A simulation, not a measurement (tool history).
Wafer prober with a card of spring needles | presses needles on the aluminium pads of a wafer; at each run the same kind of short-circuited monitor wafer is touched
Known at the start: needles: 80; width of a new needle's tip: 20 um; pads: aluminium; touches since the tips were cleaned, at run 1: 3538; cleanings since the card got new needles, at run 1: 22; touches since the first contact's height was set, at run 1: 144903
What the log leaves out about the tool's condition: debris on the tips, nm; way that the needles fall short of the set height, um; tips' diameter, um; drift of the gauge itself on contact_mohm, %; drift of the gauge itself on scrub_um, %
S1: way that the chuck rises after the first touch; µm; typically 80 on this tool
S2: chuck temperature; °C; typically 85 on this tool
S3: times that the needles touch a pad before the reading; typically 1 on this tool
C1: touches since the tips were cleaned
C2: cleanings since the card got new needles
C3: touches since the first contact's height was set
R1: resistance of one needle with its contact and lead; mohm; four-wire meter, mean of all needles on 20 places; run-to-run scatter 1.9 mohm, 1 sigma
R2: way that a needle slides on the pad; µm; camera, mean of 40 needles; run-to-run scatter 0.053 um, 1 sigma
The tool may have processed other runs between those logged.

run,day,S1,S2,S3,C1,C2,C3,R1,R2
1,0.000,80,85,1,3538,22,144903,321,12.63
# day 0.358: tips cleaned on abrasive film
2,0.488,80,85,1,912,23,148351,248,12.61
3,0.896,80,85,1,3837,23,151276,319,12.63
# day 1.212: tips cleaned on abrasive film
4,1.346,80,85,1,959,24,154462,253,12.55
5,1.962,80,85,1,5349,24,158852,332,12.55
# day 2.088: tips cleaned on abrasive film
# day 2.467: height of the first contact set anew
6,2.479,80,85,1,2706,25,99,299,12.90
# day 2.967: tips cleaned on abrasive film
7,3.208,80,85,2,1702,26,5250,248,12.87
8,3.554,80,85,2,4171,26,7719,273,12.84
# day 3.800: tips cleaned on abrasive film
9,4.304,80,85,2,3595,27,13042,269,12.73
# day 4.650: tips cleaned on abrasive film
10,4.883,80,85,1,1664,28,17157,270,12.82
# day 5.508: tips cleaned on abrasive film
11,5.508,80,85,1,8,29,21586,216,12.82
12,6.004,80,85,1,3535,29,25113,314,12.77
13,6.317,80,66,1,5775,29,27353,335,12.81
# day 6.375: tips cleaned on abrasive film
14,6.817,98,85,1,3163,30,30900,269,15.65
# day 7.233: tips cleaned on abrasive film
15,7.475,98,74,1,1701,31,35548,254,15.68
# day 8.088: tips cleaned on abrasive film
16,8.250,67,89,1,1152,32,41071,285,10.74
17,8.742,67,89,1,4653,32,44572,376,10.79
# day 8.946: tips cleaned on abrasive film
18,9.079,77,52,1,948,33,46959,251,12.33
19,9.567,74,34,1,4419,33,50430,356,11.74
# day 9.833: tips cleaned on abrasive film
20,10.342,69,112,1,3620,34,55922,350,10.97
# day 10.654: tips cleaned on abrasive film
21,10.783,72,117,2,921,35,59057,250,11.45
22,11.321,72,117,2,4752,35,62888,303,11.49
# day 11.483: tips cleaned on abrasive film
23,11.921,77,85,1,3098,36,67129,318,12.32
# day 12.317: tips cleaned on abrasive film
24,12.467,80,85,1,1063,37,70995,252,12.71
25,12.975,80,85,1,4701,37,74633,327,12.74
# day 13.146: tips cleaned on abrasive film
26,13.692,72,56,2,3887,38,79709,288,11.36
# day 14.017: tips cleaned on abrasive film
27,14.292,80,39,1,1979,39,83977,280,12.63
# day 14.838: tips cleaned on abrasive film
28,14.838,68,95,1,0,40,87850,224,10.66
29,15.508,68,95,1,4779,40,92629,383,10.90

Predict each of these 4 candidate next runs independently; none follows another, all start after run 29:
# day 15.708: tips cleaned on abrasive film
A,16.071,61,63,1,2578,41,96609,?,?
# day 15.708: tips cleaned on abrasive film
B,16.071,100,85,1,2578,41,96609,?,?
# day 15.708: tips cleaned on abrasive film
C,16.071,62,51,1,2578,41,96609,?,?
# day 15.708: tips cleaned on abrasive film
D,16.071,65,29,2,2578,41,96609,?,?

run,R1,R2
A,369,9.68
B,268,15.88
C,356,9.73
D,284,10.33
Take away the tool's hidden state, keep each run's random variation, and the runs would have read:
run,R1,R2
A,205,9.88
B,203,16.07
C,197,9.93
D,193,10.53

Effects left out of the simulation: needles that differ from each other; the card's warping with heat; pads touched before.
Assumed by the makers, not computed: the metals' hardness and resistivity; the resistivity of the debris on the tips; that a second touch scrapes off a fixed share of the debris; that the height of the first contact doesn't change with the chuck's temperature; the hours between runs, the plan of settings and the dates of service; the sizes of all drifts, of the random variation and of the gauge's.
